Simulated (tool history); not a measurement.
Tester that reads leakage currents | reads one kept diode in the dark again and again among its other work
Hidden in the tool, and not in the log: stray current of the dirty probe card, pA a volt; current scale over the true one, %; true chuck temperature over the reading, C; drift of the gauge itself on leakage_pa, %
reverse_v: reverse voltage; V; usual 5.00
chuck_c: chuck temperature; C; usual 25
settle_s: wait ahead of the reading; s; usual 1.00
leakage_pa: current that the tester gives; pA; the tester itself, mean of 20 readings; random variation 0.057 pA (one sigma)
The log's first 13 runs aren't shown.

run,day,reverse_v,chuck_c,settle_s,hours of work since the probe card was cleaned,hours of work since the tester was calibrated,hours of work since the chuck was calibrated,leakage_pa
14,19.746,2.80,25,1.00,1356,35,1256,7.51
15,21.258,2.80,25,1.00,1380,59,1280,7.64
# day 22.546: probe card cleaned and baked
16,23.408,5.00,25,1.00,14,91,1311,9.73
17,25.492,3.00,25,1.00,46,124,1344,7.02
18,27.254,5.00,25,1.00,74,151,1372,9.85
19,28.975,5.00,25,1.00,101,178,1399,9.70
# day 30.325: tester calibrated, once more
20,30.546,5.00,25,1.00,124,3,1422,9.93
21,31.554,5.00,25,0.45,140,19,1438,10.78
22,32.500,5.00,25,8.68,155,34,1453,9.32
23,34.183,3.84,47,3.05,181,61,1479,50.45
24,35.379,5.00,20,0.97,200,79,1498,6.67
25,36.671,5.00,20,0.97,220,99,1518,6.77
26,37.754,2.86,32,1.24,237,116,1535,12.55
27,39.679,2.86,32,1.24,267,147,1565,12.59
28,40.962,2.86,32,1.24,287,167,1585,12.60
29,42.746,5.19,43,1.56,315,195,1613,44.50
30,43.658,2.19,26,9.67,330,209,1628,6.25
31,45.592,5.19,31,6.19,360,239,1658,16.42
32,46.475,17.89,21,6.19,374,253,1672,15.59
33,47.917,5.00,39,5.44,396,276,1694,31.25
34,49.642,5.00,25,9.00,423,303,1721,9.63
35,50.850,5.00,51,3.30,442,322,1740,81.46
36,52.417,5.00,51,1.02,467,346,1765,82.06
37,53.729,5.00,46,0.68,488,367,1785,56.20

3 ways to go on from here, each from the tool as it stands after run 37. What would each give?
A,54.633,1.47,30,1.08,502,381,1800,?
B,54.633,12.33,56,1.50,502,381,1800,?
C,54.633,5.00,24,0.68,502,381,1800,?

run,leakage_pa
A,7.28
B,204.82
C,10.03
Without the tool's hidden state the same runs would have given:
run,leakage_pa
A,6.64
B,192.03
C,8.82
